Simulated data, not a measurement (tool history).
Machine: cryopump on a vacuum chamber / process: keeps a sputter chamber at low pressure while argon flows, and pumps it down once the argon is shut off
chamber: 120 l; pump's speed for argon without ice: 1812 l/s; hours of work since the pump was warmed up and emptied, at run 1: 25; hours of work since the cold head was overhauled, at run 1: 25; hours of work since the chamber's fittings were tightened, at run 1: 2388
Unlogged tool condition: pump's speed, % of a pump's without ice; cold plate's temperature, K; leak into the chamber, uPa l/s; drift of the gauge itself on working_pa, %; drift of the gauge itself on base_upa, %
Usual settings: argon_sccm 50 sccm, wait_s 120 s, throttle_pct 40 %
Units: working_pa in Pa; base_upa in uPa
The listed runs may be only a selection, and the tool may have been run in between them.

run,hour,argon_sccm,wait_s,throttle_pct,hours of work since the pump was warmed up and emptied,hours of work since the cold head was overhauled,hours of work since the chamber's fittings were tightened,working_pa,base_upa
1,0,50,120,40,25,25,2388,0.1175,1.8
# hour 52.4: leaking fittings of the chamber tightened, without venting
2,112.9,50,29,40,83,83,31,0.1196,2.04
3,175.6,50,29,27,115,115,64,0.1758,2.06
4,302.9,50,29,27,181,181,129,0.1777,2.15
5,374.4,50,29,27,218,218,166,0.1805,2.15
6,428.9,50,29,27,246,246,194,0.1785,2.16
7,534.5,50,121,40,300,300,249,0.1244,0.77
8,603,50,120,40,336,336,284,0.1246,0.82
9,699.8,50,120,40,386,386,334,0.1247,0.89
10,825.8,50,152,40,451,451,399,0.1273,0.79
11,927.3,50,78,40,503,503,452,0.1297,1.22
12,1022.2,50,78,40,552,552,500,0.1315,1.24
13,1087,50,78,40,585,585,534,0.1312,1.28
14,1173.2,50,78,40,630,630,578,0.1338,1.27
15,1272.5,50,121,40,681,681,630,0.1377,1.13
16,1376.8,50,121,40,735,735,683,0.1397,1.19
# hour 1389.8: pump warmed up, emptied and cooled again
17,1512.1,50,121,40,63,802,751,0.119,1
18,1586.5,50,121,40,102,841,789,0.1194,1.06
19,1649.7,50,121,40,134,873,822,0.1206,1.08
20,1711.4,50,121,40,166,905,854,0.1209,1.15
21,1810.7,50,121,40,217,956,905,0.1228,1.14
22,1893.9,50,121,40,260,999,948,0.124,1.2
23,1998.6,52,26,24,314,1053,1002,0.2091,2.89
24,2080.6,52,26,24,356,1096,1044,0.2125,2.88
25,2189,40,86,15,412,1151,1100,0.2573,1.5
26,2291.2,27,120,40,465,1204,1153,0.0697,1.37
27,2420.1,23,97,16,532,1271,1219,0.1415,1.65
28,2542.6,23,97,16,595,1334,1282,0.1413,1.64
29,2611.9,29,72,21,631,1370,1318,0.1394,1.92
30,2709,29,72,21,681,1420,1368,0.1409,1.92
31,2781.2,29,72,21,718,1457,1406,0.1418,1.95
# hour 2834.8: pump warmed up, emptied and cooled again
32,2878.5,84,23,25,23,1505,1453,0.3154,3.18
33,2950,84,23,25,59,1542,1490,0.3164,3.33

For each run, the measured value with the value that run would have given without the tool's hidden condition subtracted. The run-to-run variation is shared by both, the gauge scatter possibly not:
run,working_pa,base_upa
1,+0.0008,+1.17
2,+0.002,+0.05
3,+0.0027,+0.06
4,+0.0043,+0.11
5,+0.0053,+0.12
6,+0.0059,+0.15
7,+0.0072,+0.18
8,+0.0081,+0.21
9,+0.0095,+0.25
10,+0.0115,+0.3
11,+0.0131,+0.36
12,+0.0148,+0.39
13,+0.0162,+0.42
14,+0.0181,+0.46
15,+0.0202,+0.53
16,+0.0227,+0.57
17,+0.0019,+0.4
18,+0.0028,+0.43
19,+0.0037,+0.46
20,+0.0044,+0.49
21,+0.0056,+0.53
22,+0.0068,+0.58
23,+0.0086,+0.62
24,+0.0099,+0.66
25,+0.009,+0.71
26,+0.0071,+0.76
27,+0.0071,+0.86
28,+0.0081,+0.93
29,+0.0111,+0.98
30,+0.0124,+1.04
31,+0.0132,+1.08
32,+0.0022,+0.73
33,+0.0034,+0.79

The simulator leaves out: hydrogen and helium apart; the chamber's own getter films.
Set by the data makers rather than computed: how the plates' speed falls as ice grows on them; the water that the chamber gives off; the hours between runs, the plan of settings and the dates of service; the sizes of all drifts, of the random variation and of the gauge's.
